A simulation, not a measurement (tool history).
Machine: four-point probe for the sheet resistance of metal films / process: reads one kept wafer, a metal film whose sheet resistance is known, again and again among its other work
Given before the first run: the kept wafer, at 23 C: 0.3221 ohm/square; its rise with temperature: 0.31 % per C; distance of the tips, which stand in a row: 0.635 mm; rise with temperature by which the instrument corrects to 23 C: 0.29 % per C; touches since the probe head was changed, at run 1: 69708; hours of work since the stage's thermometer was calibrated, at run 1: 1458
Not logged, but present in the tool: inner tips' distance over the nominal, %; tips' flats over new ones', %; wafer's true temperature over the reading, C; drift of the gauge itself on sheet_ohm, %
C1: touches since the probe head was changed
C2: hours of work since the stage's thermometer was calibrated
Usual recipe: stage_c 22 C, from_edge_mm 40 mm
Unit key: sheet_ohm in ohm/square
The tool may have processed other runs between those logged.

{"run": 1, "hour": 0.0, "stage_c": 22, "from_edge_mm": 40, "C1": 69708, "C2": 1458, "sheet_ohm": 0.32572}
{"run": 2, "hour": 48.9, "stage_c": 22, "from_edge_mm": 40, "C1": 71338, "C2": 1492, "sheet_ohm": 0.325767}
{"run": 3, "hour": 78.9, "stage_c": 22, "from_edge_mm": 28, "C1": 72341, "C2": 1513, "sheet_ohm": 0.325908}
{"run": 4, "hour": 107.9, "stage_c": 23, "from_edge_mm": 40, "C1": 73307, "C2": 1534, "sheet_ohm": 0.326098}
{"run": 5, "hour": 137.8, "stage_c": 22, "from_edge_mm": 40, "C1": 74307, "C2": 1554, "sheet_ohm": 0.325891}
{"run": 6, "hour": 169.7, "stage_c": 18, "from_edge_mm": 40, "C1": 75370, "C2": 1577, "sheet_ohm": 0.325955}
{"run": 7, "hour": 224.0, "stage_c": 22, "from_edge_mm": 6, "C1": 77184, "C2": 1615, "sheet_ohm": 0.328025}
{"run": 8, "hour": 261.6, "stage_c": 22, "from_edge_mm": 6, "C1": 78439, "C2": 1641, "sheet_ohm": 0.328169}
{"run": 9, "hour": 311.9, "stage_c": 22, "from_edge_mm": 6, "C1": 80115, "C2": 1676, "sheet_ohm": 0.328094}
{"run": 10, "hour": 370.8, "stage_c": 19, "from_edge_mm": 40, "C1": 82083, "C2": 1717, "sheet_ohm": 0.326127}
{"run": 11, "hour": 416.1, "stage_c": 19, "from_edge_mm": 40, "C1": 83593, "C2": 1749, "sheet_ohm": 0.326181}
{"run": 12, "hour": 467.8, "stage_c": 19, "from_edge_mm": 40, "C1": 85319, "C2": 1785, "sheet_ohm": 0.326372}
{"run": 13, "hour": 528.4, "stage_c": 27, "from_edge_mm": 10, "C1": 87340, "C2": 1827, "sheet_ohm": 0.327715}
{"run": 14, "hour": 586.7, "stage_c": 19, "from_edge_mm": 19, "C1": 89285, "C2": 1868, "sheet_ohm": 0.32666}
{"run": 15, "hour": 639.2, "stage_c": 34, "from_edge_mm": 43, "C1": 91038, "C2": 1904, "sheet_ohm": 0.327937}
{"run": 16, "hour": 673.0, "stage_c": 34, "from_edge_mm": 43, "C1": 92164, "C2": 1928, "sheet_ohm": 0.327871}
{"run": 17, "hour": 707.5, "stage_c": 23, "from_edge_mm": 22, "C1": 93318, "C2": 1952, "sheet_ohm": 0.32702}
{"run": 18, "hour": 733.7, "stage_c": 32, "from_edge_mm": 22, "C1": 94190, "C2": 1970, "sheet_ohm": 0.327925}
{"run": 19, "hour": 794.0, "stage_c": 32, "from_edge_mm": 22, "C1": 96201, "C2": 2012, "sheet_ohm": 0.327969}

Estimate the outcome of run 20 from the log above:
{"run": 20, "hour": 833.3, "stage_c": 29, "from_edge_mm": 3, "C1": 97514, "C2": 2040, "sheet_ohm": "?"}

{"run 20": {"sheet_ohm": 0.335484}}
Minus the tool's unlogged condition, the same run would have read sheet_ohm 0.330251 ohm/square.

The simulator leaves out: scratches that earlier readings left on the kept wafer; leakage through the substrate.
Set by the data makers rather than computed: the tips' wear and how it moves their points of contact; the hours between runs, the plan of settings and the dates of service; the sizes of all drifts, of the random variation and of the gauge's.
